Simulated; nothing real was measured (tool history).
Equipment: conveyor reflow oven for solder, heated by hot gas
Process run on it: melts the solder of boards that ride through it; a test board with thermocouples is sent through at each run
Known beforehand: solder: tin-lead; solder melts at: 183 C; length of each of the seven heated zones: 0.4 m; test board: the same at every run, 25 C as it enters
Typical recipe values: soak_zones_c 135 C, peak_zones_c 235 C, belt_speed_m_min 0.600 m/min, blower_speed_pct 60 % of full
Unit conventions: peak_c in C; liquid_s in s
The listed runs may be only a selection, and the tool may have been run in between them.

run	hour	soak_zones_c	peak_zones_c	belt_speed_m_min	blower_speed_pct	peak_c	liquid_s
1	0.0	135	235	0.600	60	213.2	54.8
2	8.8	135	235	0.600	60	213.6	54.3
3	23.0	135	235	0.600	60	213.3	54.3
4	31.1	135	235	0.600	60	213.0	54.7
5	48.1	135	235	0.600	61	213.3	54.5
6	62.6	135	235	0.600	61	213.6	54.3
7	77.8	135	235	0.600	61	213.5	54.0
8	92.7	140	235	0.600	61	214.8	57.2
9	107.1	140	235	0.600	61	214.2	57.3
10	121.6	140	235	0.600	61	214.3	56.8
11	131.9	135	235	0.542	60	216.8	63.7
12	144.2	135	245	0.542	60	225.4	71.2
13	160.6	135	235	0.600	60	211.4	51.8
14	173.3	135	235	0.600	60	210.2	51.2
15	186.6	135	235	0.600	60	210.1	51.0
16	195.3	135	235	0.600	60	210.6	50.8
17	210.9	135	234	0.600	76	213.8	54.7
18	219.6	135	235	0.541	60	214.0	61.4
19	228.5	135	245	0.498	60	225.4	79.0
20	251.2	133	246	0.603	63	222.0	61.0
21	267.2	148	241	0.620	60	219.1	62.6
22	276.2	121	249	0.614	80	226.4	60.0
23	285.4	120	235	0.623	61	207.2	41.3
24	297.2	135	235	0.600	87	219.3	60.5
25	308.1	144	227	0.604	60	207.5	51.3
26	323.8	144	227	0.525	60	211.5	66.2
27	338.2	144	227	0.525	60	211.7	66.3
28	350.6	125	235	0.600	69	212.3	50.2
29	364.5	125	235	0.600	69	212.4	50.4
30	380.8	125	235	0.600	69	212.1	50.4

Not shown here: 3 entries made in the log between runs. Locate each between two listed runs and compare the hidden state at the listed run before it with the hidden state at the listed run after it:
In the gap between runs 12 and 13: thermocouples of zones 6 and 7 changed (hour 148.3)
  heat that the gas passes to the board, % of a clean oven's: 95.3 -> 94.9; belt's true speed, % of the reading: 99.59 -> 99.58; true gas temperature in zones 6 and 7 over the reading, C: 2.01 -> 0.32
  what was measured, less what the result would be without the hidden state, peak_c: +0.8 -> -0.9 C; liquid_s: +0.8 -> -1.0 s
In the gap between runs 13 and 14: flux residue cleaned out of gas plates and filters (hour 167.1)
  heat that the gas passes to the board, % of a clean oven's: 94.9 -> 92; belt's true speed, % of the reading: 99.58 -> 99.57; true gas temperature in zones 6 and 7 over the reading, C: 0.32 -> 0.34
  what was measured, less what the result would be without the hidden state, peak_c: -0.9 -> -1.7 C; liquid_s: -1.0 -> -2.0 s
In the gap between runs 19 and 20: flux residue cleaned out of gas plates and filters, once more (hour 240.1)
  heat that the gas passes to the board, % of a clean oven's: 90.4 -> 98.6; belt's true speed, % of the reading: 99.54 -> 99.52; true gas temperature in zones 6 and 7 over the reading, C: 0.48 -> 0.52
  what was measured, less what the result would be without the hidden state, peak_c: -1.7 -> +0.3 C; liquid_s: -1.2 -> +0.4 s
